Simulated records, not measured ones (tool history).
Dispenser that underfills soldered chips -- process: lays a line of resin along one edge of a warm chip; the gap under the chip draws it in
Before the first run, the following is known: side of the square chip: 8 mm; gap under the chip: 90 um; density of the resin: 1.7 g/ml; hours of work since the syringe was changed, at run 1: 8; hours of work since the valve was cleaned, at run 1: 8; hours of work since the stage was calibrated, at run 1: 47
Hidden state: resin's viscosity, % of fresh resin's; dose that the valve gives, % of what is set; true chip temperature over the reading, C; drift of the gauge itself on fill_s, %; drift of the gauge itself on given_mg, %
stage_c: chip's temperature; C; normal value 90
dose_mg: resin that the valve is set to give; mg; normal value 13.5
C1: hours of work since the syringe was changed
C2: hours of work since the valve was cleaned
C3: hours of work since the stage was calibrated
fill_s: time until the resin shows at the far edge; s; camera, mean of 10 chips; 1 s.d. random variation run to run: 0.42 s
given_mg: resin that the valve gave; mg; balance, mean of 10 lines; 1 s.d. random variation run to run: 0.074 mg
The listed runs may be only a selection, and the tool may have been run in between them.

{"run": 1, "day": 0.0, "stage_c": 90, "dose_mg": 13.5, "C1": 8, "C2": 8, "C3": 47, "fill_s": 44.4, "given_mg": 13.4}
{"run": 2, "day": 0.112, "stage_c": 90, "dose_mg": 13.5, "C1": 9, "C2": 9, "C3": 49, "fill_s": 47.8, "given_mg": 13.28}
{"run": 3, "day": 0.221, "stage_c": 83, "dose_mg": 13.5, "C1": 11, "C2": 11, "C3": 51, "fill_s": 69.3, "given_mg": 13.39}
{"day": 0.262, "done": "new syringe of resin"}
{"run": 4, "day": 0.333, "stage_c": 83, "dose_mg": 13.5, "C1": 1, "C2": 13, "C3": 52, "fill_s": 41.2, "given_mg": 13.38}
{"run": 5, "day": 0.517, "stage_c": 83, "dose_mg": 13.5, "C1": 4, "C2": 16, "C3": 55, "fill_s": 46.7, "given_mg": 13.25}
{"run": 6, "day": 0.671, "stage_c": 83, "dose_mg": 13.5, "C1": 6, "C2": 18, "C3": 58, "fill_s": 52.5, "given_mg": 13.33}
{"run": 7, "day": 0.838, "stage_c": 83, "dose_mg": 13.5, "C1": 9, "C2": 21, "C3": 60, "fill_s": 61.3, "given_mg": 13.31}
{"day": 1.025, "done": "new syringe of resin"}
{"run": 8, "day": 1.025, "stage_c": 103, "dose_mg": 13.5, "C1": 0, "C2": 23, "C3": 63, "fill_s": 18.4, "given_mg": 13.3}
{"run": 9, "day": 1.179, "stage_c": 103, "dose_mg": 13.5, "C1": 2, "C2": 26, "C3": 65, "fill_s": 20.8, "given_mg": 13.31}
{"run": 10, "day": 1.408, "stage_c": 103, "dose_mg": 13.5, "C1": 6, "C2": 29, "C3": 69, "fill_s": 24.5, "given_mg": 13.25}
{"run": 11, "day": 1.508, "stage_c": 90, "dose_mg": 13.5, "C1": 7, "C2": 31, "C3": 70, "fill_s": 43.5, "given_mg": 13.14}
{"run": 12, "day": 1.738, "stage_c": 90, "dose_mg": 13.5, "C1": 11, "C2": 34, "C3": 74, "fill_s": 51.9, "given_mg": 13}
{"day": 1.8, "done": "new syringe of resin"}
{"run": 13, "day": 1.929, "stage_c": 90, "dose_mg": 13.5, "C1": 2, "C2": 37, "C3": 77, "fill_s": 32, "given_mg": 13.15}
{"run": 14, "day": 2.154, "stage_c": 90, "dose_mg": 13.5, "C1": 5, "C2": 41, "C3": 80, "fill_s": 38.4, "given_mg": 13.01}
{"run": 15, "day": 2.333, "stage_c": 90, "dose_mg": 13.5, "C1": 8, "C2": 43, "C3": 83, "fill_s": 44.4, "given_mg": 13.11}
{"run": 16, "day": 2.546, "stage_c": 94, "dose_mg": 13.5, "C1": 12, "C2": 47, "C3": 86, "fill_s": 42.5, "given_mg": 13.1}
{"day": 2.579, "done": "new syringe of resin"}
{"run": 17, "day": 2.7, "stage_c": 79, "dose_mg": 13.5, "C1": 2, "C2": 49, "C3": 89, "fill_s": 51.8, "given_mg": 13.04}
{"run": 18, "day": 2.896, "stage_c": 79, "dose_mg": 13.5, "C1": 5, "C2": 52, "C3": 92, "fill_s": 58.6, "given_mg": 12.96}
{"run": 19, "day": 3.012, "stage_c": 79, "dose_mg": 13.5, "C1": 7, "C2": 54, "C3": 93, "fill_s": 64.4, "given_mg": 13.02}
{"run": 20, "day": 3.208, "stage_c": 96, "dose_mg": 13.7, "C1": 10, "C2": 57, "C3": 96, "fill_s": 37.7, "given_mg": 13.04}
{"day": 3.346, "done": "new syringe of resin"}
{"run": 21, "day": 3.433, "stage_c": 96, "dose_mg": 13.7, "C1": 1, "C2": 60, "C3": 100, "fill_s": 25.4, "given_mg": 13.06}
{"run": 22, "day": 3.596, "stage_c": 92, "dose_mg": 12.3, "C1": 4, "C2": 63, "C3": 102, "fill_s": 34.5, "given_mg": 11.58}
{"run": 23, "day": 3.704, "stage_c": 95, "dose_mg": 13.3, "C1": 6, "C2": 64, "C3": 104, "fill_s": 32.6, "given_mg": 12.58}
{"run": 24, "day": 3.896, "stage_c": 91, "dose_mg": 13.9, "C1": 9, "C2": 67, "C3": 107, "fill_s": 44.2, "given_mg": 13.12}
{"day": 4.108, "done": "new syringe of resin"}
{"run": 25, "day": 4.108, "stage_c": 87, "dose_mg": 13.7, "C1": 0, "C2": 70, "C3": 110, "fill_s": 33.6, "given_mg": 12.96}
{"run": 26, "day": 4.246, "stage_c": 90, "dose_mg": 12, "C1": 2, "C2": 73, "C3": 112, "fill_s": 34.5, "given_mg": 11.36}
{"run": 27, "day": 4.371, "stage_c": 90, "dose_mg": 12, "C1": 4, "C2": 74, "C3": 114, "fill_s": 37.7, "given_mg": 11.26}
{"day": 4.508, "done": "dispensing valve cleaned and set on the balance"}
{"run": 28, "day": 4.571, "stage_c": 90, "dose_mg": 12, "C1": 7, "C2": 1, "C3": 117, "fill_s": 41.2, "given_mg": 11.91}
{"run": 29, "day": 4.667, "stage_c": 95, "dose_mg": 13.6, "C1": 8, "C2": 2, "C3": 118, "fill_s": 35.5, "given_mg": 13.57}
{"run": 30, "day": 4.867, "stage_c": 78, "dose_mg": 12.7, "C1": 11, "C2": 6, "C3": 121, "fill_s": 84.1, "given_mg": 12.71}
{"day": 4.921, "done": "new syringe of resin"}
{"run": 31, "day": 5.096, "stage_c": 78, "dose_mg": 12.7, "C1": 3, "C2": 9, "C3": 124, "fill_s": 55.7, "given_mg": 12.68}
{"run": 32, "day": 5.229, "stage_c": 78, "dose_mg": 12.7, "C1": 5, "C2": 11, "C3": 127, "fill_s": 60.9, "given_mg": 12.72}
{"run": 33, "day": 5.462, "stage_c": 78, "dose_mg": 12.7, "C1": 8, "C2": 15, "C3": 130, "fill_s": 72.3, "given_mg": 12.54}
{"run": 34, "day": 5.567, "stage_c": 105, "dose_mg": 15.6, "C1": 10, "C2": 16, "C3": 132, "fill_s": 25.5, "given_mg": 15.33}
{"day": 5.683, "done": "new syringe of resin"}
{"run": 35, "day": 5.808, "stage_c": 85, "dose_mg": 15.4, "C1": 2, "C2": 20, "C3": 135, "fill_s": 37.7, "given_mg": 15.12}
{"run": 36, "day": 6.042, "stage_c": 86, "dose_mg": 15.4, "C1": 6, "C2": 23, "C3": 139, "fill_s": 44.1, "given_mg": 15.11}
{"run": 37, "day": 6.25, "stage_c": 91, "dose_mg": 11.5, "C1": 9, "C2": 27, "C3": 142, "fill_s": 44.4, "given_mg": 11.35}

Difference, measured minus no-hidden-state, one row per run. Run-to-run variation is common to both terms; the gauge's own scatter need not be:
run=1 fill_s=+14.4 given_mg=-0.1
run=2 fill_s=+18.1 given_mg=-0.12
run=3 fill_s=+29.7 given_mg=-0.13
run=4 fill_s=+1.3 given_mg=-0.15
run=5 fill_s=+7.3 given_mg=-0.18
run=6 fill_s=+12.9 given_mg=-0.21
run=7 fill_s=+20.5 given_mg=-0.24
run=8 fill_s=+0.2 given_mg=-0.27
run=9 fill_s=+2.4 given_mg=-0.29
run=10 fill_s=+6.3 given_mg=-0.33
run=11 fill_s=+13.5 given_mg=-0.34
run=12 fill_s=+21.7 given_mg=-0.38
run=13 fill_s=+2.2 given_mg=-0.41
run=14 fill_s=+8.1 given_mg=-0.45
run=15 fill_s=+13.8 given_mg=-0.47
run=16 fill_s=+17.9 given_mg=-0.52
run=17 fill_s=+4.2 given_mg=-0.54
run=18 fill_s=+12.1 given_mg=-0.57
run=19 fill_s=+17.5 given_mg=-0.59
run=20 fill_s=+13.9 given_mg=-0.63
run=21 fill_s=+1.9 given_mg=-0.66
run=22 fill_s=+6.4 given_mg=-0.62
run=23 fill_s=+8 given_mg=-0.69
run=24 fill_s=+14.9 given_mg=-0.75
run=25 fill_s=-0.2 given_mg=-0.78
run=26 fill_s=+3.6 given_mg=-0.7
run=27 fill_s=+6.8 given_mg=-0.72
run=28 fill_s=+10.5 given_mg=+0
run=29 fill_s=+10.9 given_mg=+0
run=30 fill_s=+33.8 given_mg=-0.03
run=31 fill_s=+5.3 given_mg=-0.07
run=32 fill_s=+11.1 given_mg=-0.09
run=33 fill_s=+22.5 given_mg=-0.13
run=34 fill_s=+9.3 given_mg=-0.17
run=35 fill_s=+2.3 given_mg=-0.22
run=36 fill_s=+9.3 given_mg=-0.26
run=37 fill_s=+14.8 given_mg=-0.22
